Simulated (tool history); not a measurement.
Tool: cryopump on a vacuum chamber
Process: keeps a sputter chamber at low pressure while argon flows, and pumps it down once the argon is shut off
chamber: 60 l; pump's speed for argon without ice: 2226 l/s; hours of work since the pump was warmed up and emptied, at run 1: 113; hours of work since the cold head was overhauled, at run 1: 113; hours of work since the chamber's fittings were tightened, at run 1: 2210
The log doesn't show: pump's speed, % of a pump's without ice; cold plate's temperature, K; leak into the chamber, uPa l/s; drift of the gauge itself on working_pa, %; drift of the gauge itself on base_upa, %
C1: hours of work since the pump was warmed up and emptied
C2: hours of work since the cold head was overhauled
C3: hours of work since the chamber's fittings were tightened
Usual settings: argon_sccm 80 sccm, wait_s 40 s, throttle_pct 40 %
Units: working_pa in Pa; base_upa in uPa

{"run": 1, "day": 0.0, "argon_sccm": 80, "wait_s": 40, "throttle_pct": 40, "C1": 113, "C2": 113, "C3": 2210, "working_pa": 0.1558, "base_upa": 2.86}
{"run": 2, "day": 0.633, "argon_sccm": 80, "wait_s": 40, "throttle_pct": 40, "C1": 124, "C2": 124, "C3": 2221, "working_pa": 0.1536, "base_upa": 2.99}
{"run": 3, "day": 1.396, "argon_sccm": 80, "wait_s": 40, "throttle_pct": 40, "C1": 136, "C2": 136, "C3": 2233, "working_pa": 0.1539, "base_upa": 2.86}
{"run": 4, "day": 2.158, "argon_sccm": 80, "wait_s": 40, "throttle_pct": 38, "C1": 149, "C2": 149, "C3": 2246, "working_pa": 0.1629, "base_upa": 3}
{"run": 5, "day": 3.588, "argon_sccm": 80, "wait_s": 40, "throttle_pct": 59, "C1": 173, "C2": 173, "C3": 2270, "working_pa": 0.1062, "base_upa": 3.03}
{"run": 6, "day": 4.454, "argon_sccm": 85, "wait_s": 40, "throttle_pct": 59, "C1": 188, "C2": 188, "C3": 2285, "working_pa": 0.1141, "base_upa": 3.05}
{"run": 7, "day": 5.471, "argon_sccm": 85, "wait_s": 40, "throttle_pct": 59, "C1": 205, "C2": 205, "C3": 2302, "working_pa": 0.1131, "base_upa": 3.12}
{"run": 8, "day": 6.112, "argon_sccm": 80, "wait_s": 40, "throttle_pct": 40, "C1": 215, "C2": 215, "C3": 2312, "working_pa": 0.1565, "base_upa": 3.03}
{"run": 9, "day": 7.112, "argon_sccm": 80, "wait_s": 40, "throttle_pct": 40, "C1": 232, "C2": 232, "C3": 2329, "working_pa": 0.156, "base_upa": 3.05}
{"day": 7.504, "done": "leaking fittings of the chamber tightened, without venting"}
{"run": 10, "day": 7.971, "argon_sccm": 80, "wait_s": 40, "throttle_pct": 40, "C1": 245, "C2": 245, "C3": 8, "working_pa": 0.157, "base_upa": 1.18}
{"run": 11, "day": 9.388, "argon_sccm": 80, "wait_s": 40, "throttle_pct": 40, "C1": 269, "C2": 269, "C3": 32, "working_pa": 0.1563, "base_upa": 1.23}
{"run": 12, "day": 9.992, "argon_sccm": 80, "wait_s": 40, "throttle_pct": 40, "C1": 279, "C2": 279, "C3": 42, "working_pa": 0.1574, "base_upa": 1.2}
{"run": 13, "day": 10.671, "argon_sccm": 80, "wait_s": 40, "throttle_pct": 40, "C1": 290, "C2": 290, "C3": 53, "working_pa": 0.1592, "base_upa": 1.24}
{"run": 14, "day": 11.85, "argon_sccm": 80, "wait_s": 40, "throttle_pct": 40, "C1": 310, "C2": 310, "C3": 73, "working_pa": 0.1575, "base_upa": 1.22}
{"run": 15, "day": 12.758, "argon_sccm": 80, "wait_s": 40, "throttle_pct": 40, "C1": 325, "C2": 325, "C3": 88, "working_pa": 0.1589, "base_upa": 1.32}
{"run": 16, "day": 13.396, "argon_sccm": 80, "wait_s": 245, "throttle_pct": 40, "C1": 336, "C2": 336, "C3": 99, "working_pa": 0.1584, "base_upa": 0.41}
{"run": 17, "day": 14.071, "argon_sccm": 80, "wait_s": 245, "throttle_pct": 40, "C1": 347, "C2": 347, "C3": 110, "working_pa": 0.1584, "base_upa": 0.4}
{"run": 18, "day": 15.275, "argon_sccm": 129, "wait_s": 40, "throttle_pct": 39, "C1": 367, "C2": 367, "C3": 130, "working_pa": 0.2618, "base_upa": 1.29}
{"run": 19, "day": 15.95, "argon_sccm": 129, "wait_s": 40, "throttle_pct": 57, "C1": 379, "C2": 379, "C3": 141, "working_pa": 0.182, "base_upa": 1.31}
{"run": 20, "day": 16.825, "argon_sccm": 129, "wait_s": 40, "throttle_pct": 57, "C1": 393, "C2": 393, "C3": 156, "working_pa": 0.1806, "base_upa": 1.32}
{"run": 21, "day": 18.158, "argon_sccm": 64, "wait_s": 22, "throttle_pct": 54, "C1": 416, "C2": 416, "C3": 178, "working_pa": 0.095, "base_upa": 2.21}
{"run": 22, "day": 19.5, "argon_sccm": 45, "wait_s": 40, "throttle_pct": 19, "C1": 438, "C2": 438, "C3": 201, "working_pa": 0.1847, "base_upa": 1.37}
{"run": 23, "day": 20.125, "argon_sccm": 45, "wait_s": 40, "throttle_pct": 19, "C1": 448, "C2": 448, "C3": 211, "working_pa": 0.1844, "base_upa": 1.33}
{"run": 24, "day": 21.388, "argon_sccm": 67, "wait_s": 40, "throttle_pct": 17, "C1": 470, "C2": 470, "C3": 232, "working_pa": 0.3041, "base_upa": 1.41}
{"run": 25, "day": 22.004, "argon_sccm": 59, "wait_s": 40, "throttle_pct": 46, "C1": 480, "C2": 480, "C3": 243, "working_pa": 0.1035, "base_upa": 1.4}
{"run": 26, "day": 23.029, "argon_sccm": 59, "wait_s": 86, "throttle_pct": 37, "C1": 497, "C2": 497, "C3": 260, "working_pa": 0.1288, "base_upa": 0.86}
{"run": 27, "day": 23.788, "argon_sccm": 59, "wait_s": 86, "throttle_pct": 37, "C1": 510, "C2": 510, "C3": 272, "working_pa": 0.1278, "base_upa": 0.88}
{"run": 28, "day": 24.821, "argon_sccm": 59, "wait_s": 86, "throttle_pct": 37, "C1": 527, "C2": 527, "C3": 290, "working_pa": 0.1274, "base_upa": 0.87}
{"run": 29, "day": 25.425, "argon_sccm": 59, "wait_s": 52, "throttle_pct": 54, "C1": 537, "C2": 537, "C3": 300, "working_pa": 0.0907, "base_upa": 1.22}
{"run": 30, "day": 26.317, "argon_sccm": 59, "wait_s": 52, "throttle_pct": 54, "C1": 552, "C2": 552, "C3": 315, "working_pa": 0.0906, "base_upa": 1.2}
{"run": 31, "day": 27.575, "argon_sccm": 59, "wait_s": 41, "throttle_pct": 25, "C1": 573, "C2": 573, "C3": 336, "working_pa": 0.1875, "base_upa": 1.47}
{"run": 32, "day": 28.475, "argon_sccm": 59, "wait_s": 41, "throttle_pct": 25, "C1": 588, "C2": 588, "C3": 351, "working_pa": 0.1866, "base_upa": 1.45}
{"run": 33, "day": 29.646, "argon_sccm": 98, "wait_s": 220, "throttle_pct": 26, "C1": 608, "C2": 608, "C3": 370, "working_pa": 0.2989, "base_upa": 0.64}
{"run": 34, "day": 31.125, "argon_sccm": 98, "wait_s": 220, "throttle_pct": 26, "C1": 632, "C2": 632, "C3": 395, "working_pa": 0.2988, "base_upa": 0.7}

4 ways to go on from here, each from the tool as it stands after run 34. What would each give?
{"run": "A", "day": 32.558, "argon_sccm": 51, "wait_s": 179, "throttle_pct": 29, "C1": 656, "C2": 656, "C3": 419, "working_pa": "?", "base_upa": "?"}
{"run": "B", "day": 32.558, "argon_sccm": 115, "wait_s": 20, "throttle_pct": 26, "C1": 656, "C2": 656, "C3": 419, "working_pa": "?", "base_upa": "?"}
{"run": "C", "day": 32.558, "argon_sccm": 50, "wait_s": 81, "throttle_pct": 41, "C1": 656, "C2": 656, "C3": 419, "working_pa": "?", "base_upa": "?"}
{"run": "D", "day": 32.558, "argon_sccm": 69, "wait_s": 40, "throttle_pct": 17, "C1": 656, "C2": 656, "C3": 419, "working_pa": "?", "base_upa": "?"}

run=A working_pa=0.1407 base_upa=0.78
run=B working_pa=0.3546 base_upa=2.57
run=C working_pa=0.0986 base_upa=1.07
run=D working_pa=0.3192 base_upa=1.65
Without the tool's hidden state the same runs would have given:
run=A working_pa=0.133 base_upa=0.37
run=B working_pa=0.3372 base_upa=2.17
run=C working_pa=0.0911 base_upa=0.66
run=D working_pa=0.3087 base_upa=1.22
